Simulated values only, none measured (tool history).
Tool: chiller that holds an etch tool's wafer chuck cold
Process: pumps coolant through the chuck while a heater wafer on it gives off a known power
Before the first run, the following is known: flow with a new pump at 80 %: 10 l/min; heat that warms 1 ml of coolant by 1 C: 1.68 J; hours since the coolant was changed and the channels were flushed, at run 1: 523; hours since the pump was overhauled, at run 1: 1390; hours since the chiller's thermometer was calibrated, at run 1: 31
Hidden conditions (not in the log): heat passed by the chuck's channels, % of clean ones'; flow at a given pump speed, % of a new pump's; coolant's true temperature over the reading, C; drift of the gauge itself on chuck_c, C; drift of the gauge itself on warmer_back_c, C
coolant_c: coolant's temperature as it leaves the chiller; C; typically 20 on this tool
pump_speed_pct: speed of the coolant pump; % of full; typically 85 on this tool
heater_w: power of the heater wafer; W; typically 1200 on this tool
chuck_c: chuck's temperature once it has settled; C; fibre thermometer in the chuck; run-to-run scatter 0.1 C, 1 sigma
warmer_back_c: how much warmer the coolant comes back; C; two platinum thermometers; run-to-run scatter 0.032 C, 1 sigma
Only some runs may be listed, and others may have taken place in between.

run    hour  coolant_c  pump_speed_pct  heater_w  hours since the coolant was changed and the channels were flushed  hours since the pump was overhauled  hours since the chiller's thermometer was calibrated  chuck_c  warmer_back_c
  1       0         20              85      1200                                                                523                                 1390                                                    31     28.1           4.02
  2   133.2         20              85      1200                                                                656                                 1523                                                   165     28.3           4.08
  3     195         20              85      1200                                                                718                                 1585                                                   226     28.2           4.11
  4   318.5         20              85      1200                                                                841                                 1709                                                   350     28.2           4.08
  5   419.7         20              85      1200                                                                943                                 1810                                                   451     28.2           4.08
  6   509.2         15              85      1200                                                               1032                                 1900                                                   541     22.9           4.12
  7   583.4         15              85      1200                                                               1106                                 1974                                                   615     23.2            4.1
  8   734.3         15              85      1200                                                               1257                                 2125                                                   766     23.3           4.19
  9   835.1         15              85      1200                                                               1358                                 2225                                                   867     23.2           4.15
 10   919.2         20              94      1200                                                               1442                                 2310                                                   951     27.4           3.71
 11  1062.1         20              94      1200                                                               1585                                 2452                                                  1094     27.5           3.79
 12    1124         20              85       675                                                               1647                                 2514                                                  1155     24.6           2.51
 13    1231         20              85       675                                                               1754                                 2621                                                  1262     24.7            2.5
 14  1293.5         20              85      1200                                                               1816                                 2684                                                  1325     28.4           4.25
 15  1370.9         20              68      1200                                                               1894                                 2761                                                  1402     29.5           5.36
 16  1481.6         20              68      1200                                                               2005                                 2872                                                  1513     29.4           5.33

Predict the results of run 17:
 17  1627.4         20              68      1200                                                               2150                                 3018                                                  1659        ?              ?

chuck_c: 29.6 C
warmer_back_c: 5.44 C
Were there no unlogged condition in the tool, this run, its random variation unchanged, would have produced chuck_c 29.6 C, warmer_back_c 5.14 C.
